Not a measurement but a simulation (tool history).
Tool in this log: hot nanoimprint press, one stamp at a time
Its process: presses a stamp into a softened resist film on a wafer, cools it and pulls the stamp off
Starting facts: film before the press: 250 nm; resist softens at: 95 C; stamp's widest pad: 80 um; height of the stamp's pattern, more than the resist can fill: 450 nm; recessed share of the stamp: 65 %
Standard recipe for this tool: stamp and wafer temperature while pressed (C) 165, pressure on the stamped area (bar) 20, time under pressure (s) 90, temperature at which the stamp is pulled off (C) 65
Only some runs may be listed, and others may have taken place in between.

run	hour	stamp and wafer temperature while pressed (C)	pressure on the stamped area (bar)	time under pressure (s)	temperature at which the stamp is pulled off (C)	resist left under the stamp's widest pad (nm)	greatest force while the stamp is pulled off (N)
1	0	165	20	90	65	148.7	189
2	34.8	165	20	90	65	149.3	188
3	57.6	165	20	90	69	150	163
4	96	165	20	65	65	163.3	184
# hour 106.3: stamp cleaned and given a new release coat
5	136.8	165	20	90	61	148.8	212
6	160.4	165	20	90	65	149.7	185
7	189.9	165	20	90	65	149.3	181
8	228.6	159	20	90	65	189.4	187
9	253.5	165	20.4	90	65	147.9	190
10	287.5	165	20.4	90	65	148.4	183
11	326.8	165	20	80	65	154.4	193
12	347.3	165	20	80	65	154.9	183
13	374.8	165	20	90	65	150.5	185
14	398.2	165	20	90	65	150.2	195
15	426.4	165	20	90	72	150.6	145
16	459.2	153	20	90	72	221.1	142
17	490.1	153	20	90	72	221	149
18	517.9	153	20	90	72	223.9	147
19	548.6	154	20	90	72	218.9	144
20	584.4	154	20	90	72	221.2	152
21	610.5	167	20	65	65	152.7	187
22	648.5	164	14.6	80	72	181.4	151
# hour 670.1: stamp cleaned and given a new release coat
23	694.9	164	14.6	80	72	180.6	148
24	731.3	164	14.6	80	72	182.1	151
25	757.1	164	14.6	80	72	182.4	146
26	801.4	164	14.6	80	72	183.2	150
27	840.4	164	14.6	80	72	182.3	142
28	866.3	167	20	90	71	137.7	154
29	902.8	165	28.3	62	65	149.4	184

Each row is a separate what-if for the run after 29, all from the same tool condition, not one after another. Results?
# hour 915.1: gauge calibrated
A	931.3	165	19.3	164	51	?	?
# hour 915.1: gauge calibrated
B	931.3	165	22.5	62	54	?	?
# hour 915.1: gauge calibrated
C	931.3	158	28.3	83	64	?	?
# hour 915.1: gauge calibrated
D	931.3	165	28.3	62	60	?	?

run	resist left under the stamp's widest pad (nm)	greatest force while the stamp is pulled off (N)
A	124.4	263
B	159.5	242
C	179.8	197
D	146.5	213
The same runs, with their run-to-run variation unchanged, on a tool lacking any hidden condition would have given:
run	resist left under the stamp's widest pad (nm)	greatest force while the stamp is pulled off (N)
A	124.5	262
B	159.7	241
C	179.9	196
D	146.7	211

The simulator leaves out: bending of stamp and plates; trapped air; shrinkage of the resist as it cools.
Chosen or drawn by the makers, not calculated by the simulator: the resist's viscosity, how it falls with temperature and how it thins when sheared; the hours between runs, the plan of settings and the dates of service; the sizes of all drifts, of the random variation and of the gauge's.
